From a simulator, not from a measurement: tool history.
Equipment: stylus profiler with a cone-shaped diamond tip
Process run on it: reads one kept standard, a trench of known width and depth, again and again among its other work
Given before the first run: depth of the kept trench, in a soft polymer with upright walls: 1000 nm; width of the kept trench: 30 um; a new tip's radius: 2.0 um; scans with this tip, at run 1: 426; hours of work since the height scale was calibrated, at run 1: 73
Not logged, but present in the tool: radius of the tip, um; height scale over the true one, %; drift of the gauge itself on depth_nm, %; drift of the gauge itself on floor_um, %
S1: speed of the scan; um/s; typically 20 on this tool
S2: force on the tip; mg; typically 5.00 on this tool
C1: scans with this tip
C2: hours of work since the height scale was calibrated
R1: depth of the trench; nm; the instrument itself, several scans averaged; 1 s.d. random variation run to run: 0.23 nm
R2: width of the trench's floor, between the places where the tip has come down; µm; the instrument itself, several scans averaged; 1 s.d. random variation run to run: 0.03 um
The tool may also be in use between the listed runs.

Run 1, hour 0.0: usual settings; C1 426; C2 73. Result: R1 1026.43 nm, R2 26.41 µm.
Run 2, hour 71.8: usual settings; C1 607; C2 105. Result: R1 1026.07 nm, R2 26.43 µm.
Run 3, hour 172.1: usual settings; C1 861; C2 148. Result: R1 1025.94 nm, R2 26.47 µm.
Run 4, hour 317.0: usual settings; C1 1227; C2 212. Result: R1 1026.60 nm, R2 26.43 µm.
Run 5, hour 407.6: usual settings; C1 1455; C2 251. Result: R1 1026.48 nm, R2 26.41 µm.
Run 6, hour 510.9: usual settings; C1 1716; C2 296. Result: R1 1026.28 nm, R2 26.43 µm.
Run 7, hour 570.7: usual settings; C1 1867; C2 322. Result: R1 1026.20 nm, R2 26.46 µm.
Run 8, hour 649.3: usual settings but S1 11 um/s; C1 2066; C2 356. Result: R1 1026.59 nm, R2 26.50 µm.
Run 9, hour 719.0: usual settings; C1 2242; C2 387. Result: R1 1026.47 nm, R2 26.46 µm.
Run 10, hour 782.3: usual settings; C1 2402; C2 414. Result: R1 1026.41 nm, R2 26.48 µm.
Run 11, hour 914.3: usual settings but S1 61 um/s; C1 2735; C2 472. Result: R1 1026.42 nm, R2 26.29 µm.
Run 12, hour 996.4: usual settings but S1 61 um/s; C1 2942; C2 507. Result: R1 1025.94 nm, R2 26.32 µm.
Run 13, hour 1109.0: usual settings but S1 61 um/s; C1 3227; C2 556. Result: R1 1026.30 nm, R2 26.30 µm.
Run 14, hour 1257.9: usual settings but S1 66 um/s; C1 3603; C2 621. Result: R1 1026.31 nm, R2 26.32 µm.
Run 15, hour 1335.3: usual settings but S1 66 um/s, S2 5.57 mg; C1 3798; C2 655. Result: R1 1027.83 nm, R2 26.32 µm.
Run 16, hour 1412.1: usual settings but S1 6 um/s, S2 14.22 mg; C1 3992; C2 688. Result: R1 1052.57 nm, R2 26.50 µm.
Run 17, hour 1523.2: usual settings but S1 6 um/s, S2 14.22 mg; C1 4273; C2 737. Result: R1 1053.40 nm, R2 26.51 µm.
Run 18, hour 1587.9: usual settings but S1 7 um/s, S2 7.73 mg; C1 4436; C2 765. Result: R1 1035.58 nm, R2 26.54 µm.
Run 19, hour 1720.2: usual settings but S1 7 um/s, S2 2.20 mg; C1 4770; C2 823. Result: R1 1015.06 nm, R2 26.47 µm.
Run 20, hour 1832.9: usual settings but S1 7 um/s, S2 2.20 mg; C1 5054; C2 872. Result: R1 1014.89 nm, R2 26.48 µm.
Run 21, hour 1972.0: usual settings but S1 11 um/s, S2 8.21 mg; C1 5406; C2 932. Result: R1 1036.63 nm, R2 26.48 µm.
Run 22, hour 2069.1: usual settings but S1 35 um/s, S2 3.35 mg; C1 5651; C2 975. Result: R1 1019.86 nm, R2 26.31 µm.
Run 23, hour 2164.6: usual settings but S1 35 um/s, S2 3.35 mg; C1 5892; C2 1016. Result: R1 1020.04 nm, R2 26.34 µm.
Run 24, hour 2268.2: usual settings but S1 17 um/s, S2 3.66 mg; C1 6154; C2 1061. Result: R1 1021.40 nm, R2 26.44 µm.
Run 25, hour 2378.2: usual settings but S1 17 um/s, S2 3.66 mg; C1 6431; C2 1109. Result: R1 1021.29 nm, R2 26.46 µm.
Run 26, hour 2499.7: usual settings but S1 17 um/s, S2 10.30 mg; C1 6738; C2 1162. Result: R1 1042.41 nm, R2 26.42 µm.
Run 27, hour 2594.7: usual settings but S1 33 um/s, S2 2.17 mg; C1 6978; C2 1203. Result: R1 1014.63 nm, R2 26.37 µm.

Pick out some run-to-run changes in R2. Of each, how much would a tool without hidden state show as well, from the settings, what came in and chance, and how much is left for the hidden state and any gauge scatter not in both results compared?
Run 1 -> 2: no setting changed, nothing entered. R2 +0.02 µm: hidden state -0.01, all else +0.03.
Run 2 -> 3: no setting changed, nothing entered. R2 +0.04 µm: hidden state +0.01, all else +0.03.
Run 10 -> 11: S1 20 -> 61. R2 -0.19 µm: hidden state +0.01, all else -0.20.
Run 15 -> 16: S1 66 -> 6, S2 5.57 -> 14.22. R2 +0.18 µm: hidden state +0.01, all else +0.17.
